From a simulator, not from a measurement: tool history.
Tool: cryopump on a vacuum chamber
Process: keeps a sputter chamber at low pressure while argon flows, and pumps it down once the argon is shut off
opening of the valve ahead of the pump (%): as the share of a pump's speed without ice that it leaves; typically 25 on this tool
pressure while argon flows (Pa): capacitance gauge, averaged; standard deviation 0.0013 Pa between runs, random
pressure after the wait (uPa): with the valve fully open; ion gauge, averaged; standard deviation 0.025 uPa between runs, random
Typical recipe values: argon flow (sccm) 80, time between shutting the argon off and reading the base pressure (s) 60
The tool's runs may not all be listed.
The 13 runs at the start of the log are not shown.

run	hour	argon flow (sccm)	time between shutting the argon off and reading the base pressure (s)	opening of the valve ahead of the pump (%)	pressure while argon flows (Pa)	pressure after the wait (uPa)
14	914.5	80	60	25	0.3163	2.56
15	971.1	80	60	25	0.3138	2.58
16	1015.8	80	60	25	0.3143	2.62
17	1096.4	80	60	25	0.3184	2.69
18	1194.9	35	60	19	0.1805	2.89
# hour 1268.4: pump warmed up, emptied and cooled again
19	1268.4	35	100	19	0.1771	2.33
20	1330.2	35	100	19	0.1776	2.39
21	1425.7	89	60	22	0.3885	2.8
22	1491.2	89	162	54	0.1628	2.35
23	1531.9	89	167	45	0.1959	2.33
24	1601.3	80	27	31	0.2527	3.98
25	1648.3	44	48	31	0.1415	3.3
26	1721	44	22	31	0.1412	4.46
27	1816.4	158	39	26	0.5999	3.71
28	1907	158	39	26	0.6025	3.83
# hour 1942.5: leaking fittings of the chamber tightened, without venting
29	1990.9	158	39	26	0.6072	1.57
30	2042.4	34	39	37	0.0948	1.69
# hour 2080.6: pump warmed up, emptied and cooled again
31	2145.9	34	39	37	0.0901	1.63
32	2210.7	116	111	16	0.6974	0.82
33	2279.9	94	48	20	0.4545	1.45

4 options for the next run, each taken on its own from the tool as it stands now. Forecast them:
A	2354.2	80	68	25	?	?
B	2354.2	80	239	25	?	?
C	2354.2	33	152	34	?	?
D	2354.2	59	33	30	?	?

run	pressure while argon flows (Pa)	pressure after the wait (uPa)
A	0.3108	1.23
B	0.3114	0.68
C	0.0954	0.83
D	0.1927	2.09
Without the tool's unlogged condition, the same runs would have read:
run	pressure while argon flows (Pa)	pressure after the wait (uPa)
A	0.3032	0.94
B	0.3038	0.4
C	0.0923	0.54
D	0.1871	1.8
